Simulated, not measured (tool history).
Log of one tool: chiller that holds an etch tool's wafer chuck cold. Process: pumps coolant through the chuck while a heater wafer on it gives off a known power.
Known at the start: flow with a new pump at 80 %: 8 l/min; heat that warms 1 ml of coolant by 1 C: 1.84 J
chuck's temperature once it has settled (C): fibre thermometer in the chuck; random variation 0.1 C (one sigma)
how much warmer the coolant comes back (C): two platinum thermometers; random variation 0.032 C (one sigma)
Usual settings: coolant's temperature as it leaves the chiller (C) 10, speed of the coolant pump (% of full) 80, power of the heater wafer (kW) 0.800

run     day  coolant's temperature as it leaves the chiller (C)  speed of the coolant pump (% of full)  power of the heater wafer (kW)  chuck's temperature once it has settled (C)  how much warmer the coolant comes back (C)
  1   0.000                                                  10                                     80                           0.800                                         18.2                                        3.29
  2   2.762                                                  10                                     80                           0.800                                         18.1                                        3.20
  3   5.629                                                  10                                     80                           0.800                                         18.3                                        3.25
  4   6.896                                                  10                                     80                           0.800                                         18.3                                        3.23
  5   8.508                                                  10                                     80                           0.800                                         18.2                                        3.17
  6  10.108                                                  10                                     80                           0.800                                         18.1                                        3.23
  7  12.112                                                  10                                     80                           0.800                                         18.2                                        3.27
  8  14.154                                                  10                                     80                           0.800                                         18.0                                        3.19
  9  16.354                                                  10                                     80                           0.800                                         18.1                                        3.19
 10  18.421                                                  10                                     80                           0.800                                         18.3                                        3.19
     18.854  -- chiller's thermometer calibrated
 11  20.917                                                  10                                     71                           0.800                                         18.7                                        3.61
 12  22.525                                                  10                                     71                           0.800                                         18.8                                        3.54
 13  24.900                                                  10                                     80                           0.800                                         18.2                                        3.13
 14  27.117                                                  10                                     80                           0.800                                         18.3                                        3.19
 15  29.742                                                   5                                     63                           0.770                                         13.8                                        3.82
 16  32.233                                                   5                                     63                           0.865                                         15.2                                        4.30
 17  33.671                                                   3                                     65                           1.124                                         16.0                                        5.43
     35.592  -- coolant changed, channels flushed
 18  36.962                                                   3                                     65                           1.124                                         16.1                                        5.42
 19  39.662                                                  10                                     80                           0.617                                         16.2                                        2.38
 20  42.642                                                  10                                     80                           0.617                                         16.2                                        2.30
 21  45.333                                                  10                                     80                           0.617                                         16.3                                        2.32
 22  46.967                                                  10                                     74                           0.800                                         18.6                                        3.28
 23  48.617                                                   8                                     65                           0.477                                         13.6                                        2.21
 24  50.700                                                   1                                     71                           0.477                                          6.1                                        1.94

Run 25 comes next. What will it give?
 25  52.850                                                   1                                     71                           0.477                                            ?                                           ?

{"run 25": {"chuck's temperature once it has settled (C)": 6.3, "how much warmer the coolant comes back (C)": 1.9}}
Without the tool's hidden state the same run would have given chuck's temperature once it has settled (C) 6.3, how much warmer the coolant comes back (C) 2.13.
